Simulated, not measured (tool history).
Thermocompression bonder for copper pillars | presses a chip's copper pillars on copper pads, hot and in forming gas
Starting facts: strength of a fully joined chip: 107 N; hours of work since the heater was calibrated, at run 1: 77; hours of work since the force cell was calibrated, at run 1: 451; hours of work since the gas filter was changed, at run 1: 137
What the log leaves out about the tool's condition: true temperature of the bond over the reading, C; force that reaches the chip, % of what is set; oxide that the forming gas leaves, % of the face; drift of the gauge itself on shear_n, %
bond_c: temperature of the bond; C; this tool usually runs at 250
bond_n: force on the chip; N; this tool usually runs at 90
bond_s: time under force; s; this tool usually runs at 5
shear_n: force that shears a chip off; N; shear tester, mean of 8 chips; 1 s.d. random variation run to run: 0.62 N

run	hour	bond_c	bond_n	bond_s	hours of work since the heater was calibrated	hours of work since the force cell was calibrated	hours of work since the gas filter was changed	shear_n
1	0.0	250	90	5	77	451	137	66.6
2	40.3	250	90	5	94	469	154	65.8
3	70.3	250	90	5	107	482	167	66.3
4	104.3	250	90	5	122	496	181	65.9
# hour 147.0: forming gas filter changed
5	147.0	250	90	8	140	514	0	77.0
6	171.8	250	90	8	150	525	11	77.1
7	196.2	250	90	8	161	535	21	77.1
8	221.6	250	90	5	172	546	32	67.8
9	267.0	250	85	5	191	566	51	65.0
10	303.1	250	85	5	207	581	67	66.7
11	345.2	250	90	7	225	599	85	74.1
12	378.4	247	90	5	239	613	99	65.7
13	400.2	247	90	5	248	623	109	64.0
14	435.0	247	90	5	263	638	124	65.6
15	464.0	250	81	5	276	650	136	63.8
16	494.6	250	81	5	289	663	149	63.9
17	540.6	230	84	10	309	683	169	61.5
18	562.6	277	68	6	318	692	178	80.7
19	586.7	277	68	6	328	703	189	80.5
# hour 613.3: forming gas filter changed
# hour 621.5: force cell calibrated
20	627.5	228	105	13	345	3	5	74.0
21	658.7	236	105	13	359	16	19	80.6
22	679.1	227	105	13	367	25	28	74.0
23	704.4	267	90	6	378	36	38	84.6
24	726.4	250	61	6	388	45	48	53.5
25	768.8	250	61	6	406	63	66	53.7
26	811.2	250	78	6	424	81	84	66.0
27	855.0	245	64	5	443	100	103	48.8
28	896.5	260	124	3	461	118	121	79.6
29	930.4	279	119	3	475	133	135	89.1
30	954.3	279	79	5	485	143	146	83.7
31	974.5	255	93	3	494	151	154	63.9
32	996.0	276	65	4	503	161	164	68.5

Alternative continuations, all from the tool just after run 32; predict every row:
A	1035.5	276	101	4	520	178	180	?
B	1035.5	231	67	5	520	178	180	?
C	1035.5	224	66	12	520	178	180	?
D	1035.5	276	65	3	520	178	180	?

run	shear_n
A	87.6
B	41.9
C	48.7
D	62.6
The same runs, with their run-to-run variation unchanged, on a tool lacking any hidden condition would have given:
run	shear_n
A	86.1
B	38.9
C	45.4
D	59.9
